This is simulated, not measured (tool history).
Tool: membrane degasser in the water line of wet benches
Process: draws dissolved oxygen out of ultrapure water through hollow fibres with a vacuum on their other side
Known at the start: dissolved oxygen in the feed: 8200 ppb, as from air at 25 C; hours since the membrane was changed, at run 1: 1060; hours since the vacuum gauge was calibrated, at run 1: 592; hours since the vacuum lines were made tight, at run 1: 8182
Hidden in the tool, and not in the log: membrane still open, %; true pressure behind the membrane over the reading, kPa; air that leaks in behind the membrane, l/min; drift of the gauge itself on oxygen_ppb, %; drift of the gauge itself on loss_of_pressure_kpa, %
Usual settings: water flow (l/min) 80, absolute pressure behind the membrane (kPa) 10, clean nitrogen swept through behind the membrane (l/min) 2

run   hour  water flow (l/min)  absolute pressure behind the membrane (kPa)  clean nitrogen swept through behind the membrane (l/min)  hours since the membrane was changed  hours since the vacuum gauge was calibrated  hours since the vacuum lines were made tight  dissolved oxygen in the water behind the degasser (ppb)  pressure that the water loses in the fibres (kPa)
  1      0                  80                                           10                                                         2                                  1060                                          592                                          8182                                                    564.9                                              48.25
  2   39.3                  80                                           10                                                      3.35                                  1100                                          631                                          8221                                                    388.5                                              48.38
  3  104.9                  80                                           10                                                      3.35                                  1165                                          697                                          8287                                                    391.6                                              48.15
  4  142.4                  80                                           10                                                      3.35                                  1203                                          734                                          8324                                                    391.8                                              48.37
  5  200.6                  99                                           10                                                         2                                  1261                                          793                                          8382                                                    689.2                                              59.68
  6  254.9                  80                                           10                                                         2                                  1315                                          847                                          8437                                                    568.3                                              48.33
  7  318.8                  80                                           10                                                         2                                  1379                                          911                                          8501                                                    564.3                                              48.36
  8  386.2                  80                                          6.5                                                         2                                  1447                                          978                                          8568                                                    309.6                                              48.33
  9  418.5                  80                                          6.5                                                         2                                  1479                                         1011                                          8600                                                    306.2                                              48.37
 10  488.1                  80                                          6.5                                                         2                                  1548                                         1080                                          8670                                                    307.7                                              48.31
 11  528.1                  54                                          8.9                                                      5.08                                  1588                                         1120                                          8710                                                    157.2                                              32.86
 12  596.5                  89                                           10                                                      1.83                                  1657                                         1188                                          8778                                                    671.2                                              53.74
 13    639                 120                                           10                                                      1.83                                  1699                                         1231                                          8821                                                      886                                              72.07

Forecast each of these 3 alternatives for the next run:
  A  667.8                 116                                         16.4                                                      5.77                                  1728                                         1260                                          8850                                                        ?                                                  ?
  B  667.8                 117                                          9.4                                                       1.7                                  1728                                         1260                                          8850                                                        ?                                                  ?
  C  667.8                  57                                           10                                                      1.83                                  1728                                         1260                                          8850                                                        ?                                                  ?

run  dissolved oxygen in the water behind the degasser (ppb)  pressure that the water loses in the fibres (kPa)
  A                                                    691.9                                              69.43
  B                                                      846                                               70.6
  C                                                    452.7                                              34.43
Without the tool's hidden state the same runs would have given:
run  dissolved oxygen in the water behind the degasser (ppb)  pressure that the water loses in the fibres (kPa)
  A                                                      674                                              69.42
  B                                                    824.2                                              70.59
  C                                                      441                                              34.42
